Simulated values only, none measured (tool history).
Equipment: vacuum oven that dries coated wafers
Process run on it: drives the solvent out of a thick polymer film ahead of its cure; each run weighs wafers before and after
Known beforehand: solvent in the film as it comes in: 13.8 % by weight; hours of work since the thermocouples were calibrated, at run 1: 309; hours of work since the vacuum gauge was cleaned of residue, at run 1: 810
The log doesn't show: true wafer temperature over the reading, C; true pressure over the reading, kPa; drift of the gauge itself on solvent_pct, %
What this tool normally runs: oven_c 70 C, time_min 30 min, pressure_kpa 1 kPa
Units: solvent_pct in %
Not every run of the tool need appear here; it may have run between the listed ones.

run,hour,oven_c,time_min,pressure_kpa,hours of work since the thermocouples were calibrated,hours of work since the vacuum gauge was cleaned of residue,solvent_pct
1,0,70,30,1,309,810,1.049
2,17.2,70,28,1,321,823,1.152
3,43.2,70,28,1,339,841,1.158
4,69,70,28,1,358,860,1.147
5,93.9,70,28,1,376,877,1.15
6,120.5,70,28,1,395,896,1.149
7,147.3,70,28,1,414,915,1.139
8,161.1,70,28,1,423,925,1.154
9,176.1,70,28,3.2,434,936,2.586
10,191.5,70,28,3.2,445,947,2.592
11,204.5,70,28,3.2,454,956,2.597
12,230.2,70,28,3.2,473,975,2.606
13,242,70,30,1,481,983,1.068
14,258.7,70,30,1,493,995,1.051
15,272.2,70,30,1,503,1004,1.036
16,296.8,70,30,1,520,1022,1.061
17,323.9,70,30,1,539,1041,1.07
18,340.9,70,30,1,552,1053,1.071
19,359.8,70,30,1,565,1067,1.051
20,380.7,70,30,1,580,1082,1.061
21,393.1,70,30,1,589,1091,1.066
22,419.6,80,29,1,608,1109,0.473
23,443,74,32,1.71,624,1126,1.062
24,469.1,74,32,1.71,643,1145,1.083
25,481.2,74,32,1.71,652,1153,1.066
26,492.4,73,28,3.52,659,1161,2.305
# hour 513.3: vacuum gauge cleaned of residue and calibrated
27,519.5,58,24,3.52,678,4,6.819

The next listed run, before its measurement:
28,544.1,67,45,3.01,695,22,?

solvent_pct: 2.491 %
Without the tool's hidden state the same run would have given solvent_pct 2.493 %.

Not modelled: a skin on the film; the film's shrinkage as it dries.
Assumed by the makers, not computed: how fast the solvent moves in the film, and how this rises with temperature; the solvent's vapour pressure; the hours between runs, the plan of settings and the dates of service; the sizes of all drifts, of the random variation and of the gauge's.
